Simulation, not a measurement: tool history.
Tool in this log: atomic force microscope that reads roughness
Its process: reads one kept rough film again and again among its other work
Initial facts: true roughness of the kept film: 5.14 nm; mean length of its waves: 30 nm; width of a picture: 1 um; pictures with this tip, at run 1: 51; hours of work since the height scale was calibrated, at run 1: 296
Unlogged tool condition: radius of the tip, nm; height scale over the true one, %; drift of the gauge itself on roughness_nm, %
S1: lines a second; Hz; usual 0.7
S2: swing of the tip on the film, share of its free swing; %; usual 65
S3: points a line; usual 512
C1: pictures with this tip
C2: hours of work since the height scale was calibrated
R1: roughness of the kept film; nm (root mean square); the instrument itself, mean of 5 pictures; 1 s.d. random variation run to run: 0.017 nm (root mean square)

run	day	S1	S2	S3	C1	C2	R1
1	0	0.7	65	512	51	296	3.403
# day 0.783: new tip fitted
# day 2.65: new tip fitted
2	3.2	0.978	65	512	31	354	3.66
# day 4.417: new tip fitted
# day 6.2: new tip fitted
3	6.562	0.7	65	512	20	414	3.813
# day 8.038: new tip fitted
# day 9.675: new tip fitted
4	9.675	0.7	65	512	0	471	4.065
# day 11.321: new tip fitted
5	12.708	0.7	70	512	77	526	3.233
# day 12.971: new tip fitted
6	14.417	0.7	70	512	80	557	3.248
# day 14.612: new tip fitted
# day 16.3: new tip fitted
7	17.808	0.7	70	512	84	619	3.11
# day 18.162: new tip fitted
# day 19.829: new tip fitted
8	21.288	0.7	65	795	81	682	3.14
# day 21.521: new tip fitted
# day 23.204: new tip fitted
9	23.996	0.7	65	512	44	731	3.5
# day 24.833: new tip fitted
# day 26.675: new tip fitted
10	27.408	2.805	65	512	41	793	3.31
# day 28.471: new tip fitted
11	29.121	2.805	65	951	36	824	3.286
# day 30.346: new tip fitted
# day 31.967: new tip fitted
12	32.046	2.805	65	951	4	877	3.598
# day 33.892: new tip fitted
13	35.458	2.805	65	951	86	939	2.88
# day 35.804: new tip fitted
# day 37.633: new tip fitted
14	38.908	2.805	65	951	70	1001	3.027
# day 39.329: new tip fitted
15	40.912	2.805	65	317	88	1038	2.819
# day 41.162: new tip fitted
# day 42.958: new tip fitted
16	42.962	2.805	65	317	1	1075	3.649
# day 44.658: new tip fitted
17	45.938	2.805	65	317	71	1129	2.952
# day 46.367: new tip fitted
18	47.792	2.805	65	317	79	1163	2.902
# day 48.046: new tip fitted
# day 48.088: height scale calibrated on a step standard
# day 49.858: new tip fitted
19	50.596	2.805	65	317	41	46	3.19
# day 51.546: new tip fitted
20	52.529	0.7	65	512	55	81	3.398
# day 53.221: new tip fitted
21	54.542	0.7	65	512	73	117	3.259
# day 55.05: new tip fitted
# day 56.754: new tip fitted
22	57.908	0.7	65	512	64	178	3.379
# day 58.462: new tip fitted
# day 60.238: new tip fitted
23	61.117	0.7	65	512	49	237	3.427
# day 61.929: new tip fitted
# day 62.125: height scale calibrated on a step standard, once more
24	63.346	0.714	65	512	76	22	3.277
# day 63.621: new tip fitted
# day 65.254: new tip fitted
25	66.817	0.714	65	512	86	85	3.177

Expected results for the next run?
# day 67.017: new tip fitted
# day 68.808: new tip fitted
26	69.138	0.714	65	512	19	127	?

R1: 3.83 nm (root mean square)
Had the tool carried no hidden state, the very same run would have given R1 4.038 nm (root mean square).

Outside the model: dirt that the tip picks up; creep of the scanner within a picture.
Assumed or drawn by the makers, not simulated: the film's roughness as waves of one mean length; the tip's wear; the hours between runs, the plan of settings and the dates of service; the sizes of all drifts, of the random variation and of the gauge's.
